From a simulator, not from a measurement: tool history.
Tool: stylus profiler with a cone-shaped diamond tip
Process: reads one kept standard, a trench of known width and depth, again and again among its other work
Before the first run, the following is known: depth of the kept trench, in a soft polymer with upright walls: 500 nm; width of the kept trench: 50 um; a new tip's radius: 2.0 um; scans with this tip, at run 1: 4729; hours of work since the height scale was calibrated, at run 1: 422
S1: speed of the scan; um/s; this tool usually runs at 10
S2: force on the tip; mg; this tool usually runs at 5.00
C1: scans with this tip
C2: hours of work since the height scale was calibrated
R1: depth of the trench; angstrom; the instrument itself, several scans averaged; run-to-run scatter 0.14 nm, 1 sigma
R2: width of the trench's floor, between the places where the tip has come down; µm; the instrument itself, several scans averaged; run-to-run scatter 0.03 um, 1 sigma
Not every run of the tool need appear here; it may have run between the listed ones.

{"run": 1, "hour": 0.0, "S1": 10, "S2": 5.0, "C1": 4729, "C2": 422, "R1": 5091.4, "R2": 46.92}
{"run": 2, "hour": 99.2, "S1": 10, "S2": 5.0, "C1": 5572, "C2": 498, "R1": 5084.8, "R2": 46.92}
{"run": 3, "hour": 185.1, "S1": 10, "S2": 5.0, "C1": 6301, "C2": 563, "R1": 5087.0, "R2": 46.79}
{"run": 4, "hour": 256.9, "S1": 10, "S2": 5.0, "C1": 6911, "C2": 617, "R1": 5088.1, "R2": 46.74}
{"run": 5, "hour": 354.7, "S1": 10, "S2": 5.0, "C1": 7741, "C2": 691, "R1": 5086.3, "R2": 46.68}
{"run": 6, "hour": 434.6, "S1": 10, "S2": 5.0, "C1": 8420, "C2": 752, "R1": 5080.8, "R2": 46.67}
{"run": 7, "hour": 548.4, "S1": 10, "S2": 5.0, "C1": 9386, "C2": 838, "R1": 5081.6, "R2": 46.57}
{"run": 8, "hour": 653.8, "S1": 10, "S2": 5.0, "C1": 10281, "C2": 918, "R1": 5079.5, "R2": 46.49}
{"run": 9, "hour": 756.2, "S1": 10, "S2": 5.0, "C1": 11151, "C2": 996, "R1": 5077.8, "R2": 46.4}
{"run": 10, "hour": 831.6, "S1": 10, "S2": 5.0, "C1": 11791, "C2": 1053, "R1": 5077.1, "R2": 46.35}
{"run": 11, "hour": 882.9, "S1": 10, "S2": 5.0, "C1": 12227, "C2": 1092, "R1": 5080.5, "R2": 46.3}
{"run": 12, "hour": 981.5, "S1": 10, "S2": 5.0, "C1": 13064, "C2": 1167, "R1": 5074.6, "R2": 46.29}
{"run": 13, "hour": 1060.4, "S1": 10, "S2": 5.0, "C1": 13734, "C2": 1227, "R1": 5071.9, "R2": 46.24}
{"run": 14, "hour": 1172.6, "S1": 10, "S2": 5.0, "C1": 14687, "C2": 1312, "R1": 5074.7, "R2": 46.16}
{"run": 15, "hour": 1273.1, "S1": 2, "S2": 5.0, "C1": 15540, "C2": 1388, "R1": 5069.6, "R2": 46.12}
{"run": 16, "hour": 1335.1, "S1": 2, "S2": 5.0, "C1": 16067, "C2": 1435, "R1": 5068.0, "R2": 46.12}
{"run": 17, "hour": 1417.2, "S1": 10, "S2": 5.0, "C1": 16765, "C2": 1497, "R1": 5067.1, "R2": 46.07}
{"run": 18, "hour": 1464.5, "S1": 11, "S2": 1.85, "C1": 17166, "C2": 1533, "R1": 5019.0, "R2": 46.01}
{"run": 19, "hour": 1562.5, "S1": 11, "S2": 13.74, "C1": 17998, "C2": 1608, "R1": 5157.3, "R2": 45.93}
{"run": 20, "hour": 1639.5, "S1": 18, "S2": 2.02, "C1": 18652, "C2": 1666, "R1": 5018.4, "R2": 45.83}
{"hour": 1648.8, "done": "height scale calibrated on a step standard"}
{"run": 21, "hour": 1711.3, "S1": 3, "S2": 8.73, "C1": 19258, "C2": 47, "R1": 5143.3, "R2": 45.91}
{"run": 22, "hour": 1806.5, "S1": 10, "S2": 2.54, "C1": 20066, "C2": 120, "R1": 5061.3, "R2": 45.83}
{"run": 23, "hour": 1882.1, "S1": 19, "S2": 3.79, "C1": 20708, "C2": 177, "R1": 5077.2, "R2": 45.74}
{"run": 24, "hour": 1936.3, "S1": 23, "S2": 4.84, "C1": 21168, "C2": 218, "R1": 5093.3, "R2": 45.64}
{"run": 25, "hour": 2038.7, "S1": 14, "S2": 3.87, "C1": 22038, "C2": 296, "R1": 5076.5, "R2": 45.74}
{"run": 26, "hour": 2123.0, "S1": 14, "S2": 3.87, "C1": 22754, "C2": 360, "R1": 5078.5, "R2": 45.68}
{"run": 27, "hour": 2219.3, "S1": 6, "S2": 1.78, "C1": 23572, "C2": 433, "R1": 5039.5, "R2": 45.61}
{"run": 28, "hour": 2268.9, "S1": 14, "S2": 7.17, "C1": 23993, "C2": 470, "R1": 5113.3, "R2": 45.55}
{"run": 29, "hour": 2371.1, "S1": 10, "S2": 2.77, "C1": 24860, "C2": 548, "R1": 5052.9, "R2": 45.48}
{"run": 30, "hour": 2475.6, "S1": 6, "S2": 10.0, "C1": 25748, "C2": 627, "R1": 5143.8, "R2": 45.51}
{"run": 31, "hour": 2561.4, "S1": 6, "S2": 10.0, "C1": 26477, "C2": 692, "R1": 5145.4, "R2": 45.52}
{"run": 32, "hour": 2648.6, "S1": 4, "S2": 7.32, "C1": 27217, "C2": 758, "R1": 5111.3, "R2": 45.47}
{"run": 33, "hour": 2740.5, "S1": 4, "S2": 3.5, "C1": 27998, "C2": 828, "R1": 5061.2, "R2": 45.37}

Hidden state or all else? Some run-to-run changes of R1, split into what the settings, what came in and random variation would give without the hidden state, and what is left for the hidden state (with any gauge scatter that isn't in both results):
Hidden state present: radius of the tip, um; height scale over the true one, %; drift of the gauge itself on depth_nm, %; drift of the gauge itself on floor_um, %.
Run 18 -> 19: S2 1.85 -> 13.74. R1 +138.3 angstrom: hidden state -2.4, all else +140.7.
Run 19 -> 20: S1 11 -> 18, S2 13.74 -> 2.02. R1 -138.9 angstrom: hidden state -0.2, all else -138.7.
Run 20 -> 21: S1 18 -> 3, S2 2.02 -> 8.73, height scale calibrated on a step standard. R1 +124.9 angstrom: hidden state +34.0, all else +90.9.
Run 29 -> 30: S1 10 -> 6, S2 2.77 -> 10.00. R1 +90.9 angstrom: hidden state -1.9, all else +92.8.
